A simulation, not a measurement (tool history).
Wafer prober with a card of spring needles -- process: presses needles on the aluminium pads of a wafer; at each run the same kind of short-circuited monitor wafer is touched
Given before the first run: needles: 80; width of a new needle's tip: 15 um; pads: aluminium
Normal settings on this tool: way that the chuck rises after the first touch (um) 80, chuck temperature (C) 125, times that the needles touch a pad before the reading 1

run	hour	way that the chuck rises after the first touch (um)	chuck temperature (C)	times that the needles touch a pad before the reading	resistance of one needle with its contact and lead (mohm)	way that a needle slides on the pad (um)
1	0.0	80	125	1	131	10.36
# hour 4.7: tips cleaned on abrasive film
2	6.2	80	125	1	129	10.44
3	15.2	80	125	1	131	10.35
# hour 18.0: tips cleaned on abrasive film
4	21.7	80	36	1	118	10.52
5	30.1	80	79	1	125	10.42
# hour 31.2: tips cleaned on abrasive film
6	36.6	80	79	1	124	10.40
# hour 44.0: tips cleaned on abrasive film
7	45.3	80	79	1	125	10.33
8	52.9	80	79	1	125	10.40
# hour 57.3: tips cleaned on abrasive film
9	60.8	80	125	1	133	10.33
10	67.2	80	125	1	132	10.38
# hour 70.4: tips cleaned on abrasive film
11	72.9	80	125	1	131	10.39
12	79.2	80	125	1	132	10.41
# hour 83.2: tips cleaned on abrasive film
13	85.2	80	125	2	131	10.47
14	92.6	80	125	2	131	10.40
# hour 96.0: tips cleaned on abrasive film
15	103.3	80	125	1	128	10.38
# hour 108.9: tips cleaned on abrasive film
16	111.1	72	125	1	133	9.49
17	117.5	72	125	1	136	9.37
# hour 121.7: tips cleaned on abrasive film
18	128.0	72	125	1	133	9.33
19	134.1	80	50	1	120	10.40
# hour 135.0: tips cleaned on abrasive film
20	139.8	80	50	1	120	10.31
21	146.4	93	28	3	113	12.19
# hour 147.9: tips cleaned on abrasive film
22	155.7	90	28	2	116	11.70
23	160.1	81	84	2	123	10.52
# hour 161.0: tips cleaned on abrasive film
24	166.1	81	84	2	123	10.52
25	172.7	79	84	1	125	10.34
# hour 174.5: tips cleaned on abrasive film
26	179.7	79	71	2	126	10.27
# hour 182.6: height of the first contact set anew
# hour 187.7: tips cleaned on abrasive film
27	189.7	61	37	1	124	7.97
28	198.9	83	98	1	126	10.86
# hour 201.1: tips cleaned on abrasive film
29	204.8	93	95	2	124	12.13
30	212.2	75	95	1	125	9.78
# hour 214.1: tips cleaned on abrasive film
31	219.1	75	95	1	129	9.85
32	224.3	89	95	1	124	11.54
# hour 227.0: tips cleaned on abrasive film
33	234.0	89	95	1	125	11.64

Each row is a separate what-if for the run after 33, all from the same tool condition, not one after another. Results?
# hour 239.9: tips cleaned on abrasive film
A	241.6	82	95	1	?	?
# hour 239.9: tips cleaned on abrasive film
B	241.6	61	27	2	?	?
# hour 239.9: tips cleaned on abrasive film
C	241.6	80	43	1	?	?
# hour 239.9: tips cleaned on abrasive film
D	241.6	80	125	1	?	?
# hour 239.9: tips cleaned on abrasive film
E	241.6	85	52	3	?	?

run	resistance of one needle with its contact and lead (mohm)	way that a needle slides on the pad (um)
A	126	10.66
B	120	7.94
C	120	10.40
D	130	10.46
E	121	11.06
Had the tool no hidden state, the same runs would have come out as:
run	resistance of one needle with its contact and lead (mohm)	way that a needle slides on the pad (um)
A	126	10.66
B	120	7.94
C	120	10.40
D	129	10.46
E	121	11.06
